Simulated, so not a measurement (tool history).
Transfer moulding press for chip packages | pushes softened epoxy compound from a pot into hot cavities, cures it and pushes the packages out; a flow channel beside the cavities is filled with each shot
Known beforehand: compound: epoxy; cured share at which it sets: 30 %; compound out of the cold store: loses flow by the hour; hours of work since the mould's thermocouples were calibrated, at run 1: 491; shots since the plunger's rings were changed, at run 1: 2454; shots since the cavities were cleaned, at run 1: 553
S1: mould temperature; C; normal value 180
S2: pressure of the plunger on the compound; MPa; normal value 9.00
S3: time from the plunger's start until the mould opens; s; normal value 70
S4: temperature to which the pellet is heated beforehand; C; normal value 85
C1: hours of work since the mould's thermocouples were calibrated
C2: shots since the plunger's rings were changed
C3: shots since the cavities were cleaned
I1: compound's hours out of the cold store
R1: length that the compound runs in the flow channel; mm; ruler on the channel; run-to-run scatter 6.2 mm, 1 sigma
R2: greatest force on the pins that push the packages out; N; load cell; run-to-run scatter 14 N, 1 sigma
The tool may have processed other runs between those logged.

| run | hour | S1 | S2 | S3 | S4 | C1 | C2 | C3 | I1 | R1 | R2 |
|---|---|---|---|---|---|---|---|---|---|---|---|
| 1 | 0.0 | 180 | 9.00 | 70 | 85 | 491 | 2454 | 553 | 35.7 | 741 | 936 |
|  | 4.7 | cavities cleaned with cleaning compound and waxed |
| 2 | 15.8 | 180 | 9.00 | 70 | 85 | 500 | 2656 | 156 | 9.1 | 859 | 918 |
| 3 | 33.0 | 180 | 9.00 | 70 | 85 | 511 | 2900 | 400 | 47.1 | 682 | 878 |
|  | 48.7 | cavities cleaned with cleaning compound and waxed |
| 4 | 50.6 | 180 | 9.00 | 70 | 85 | 521 | 3129 | 27 | 11.9 | 851 | 862 |
| 5 | 66.4 | 180 | 9.00 | 70 | 85 | 531 | 3353 | 251 | 34.2 | 739 | 907 |
|  | 72.2 | mould's thermocouples calibrated |
| 6 | 81.8 | 180 | 9.00 | 70 | 85 | 6 | 3543 | 441 | 43.5 | 708 | 822 |
|  | 94.2 | cavities cleaned with cleaning compound and waxed |
| 7 | 103.8 | 180 | 9.00 | 70 | 85 | 19 | 3834 | 136 | 36.6 | 727 | 774 |
| 8 | 119.2 | 180 | 9.00 | 70 | 85 | 29 | 4052 | 354 | 16.0 | 823 | 921 |
| 9 | 130.9 | 181 | 7.44 | 70 | 94 | 37 | 4218 | 520 | 41.0 | 631 | 773 |
|  | 137.5 | cavities cleaned with cleaning compound and waxed |
| 10 | 141.9 | 182 | 9.00 | 58 | 85 | 43 | 4352 | 61 | 13.9 | 824 | 1144 |
| 11 | 161.1 | 180 | 7.21 | 70 | 87 | 55 | 4626 | 335 | 25.0 | 687 | 860 |

Forecast run 12:
|  | 180.7 | cavities cleaned with cleaning compound and waxed |
| 12 | 181.2 | 181 | 8.74 | 70 | 90 | 67 | 4889 | 7 | 8.6 | ? | ? |

Run 12 measured R1 833 mm, R2 721 N.
Minus the tool's unlogged condition, the same run would have read R1 873 mm, R2 701 N.

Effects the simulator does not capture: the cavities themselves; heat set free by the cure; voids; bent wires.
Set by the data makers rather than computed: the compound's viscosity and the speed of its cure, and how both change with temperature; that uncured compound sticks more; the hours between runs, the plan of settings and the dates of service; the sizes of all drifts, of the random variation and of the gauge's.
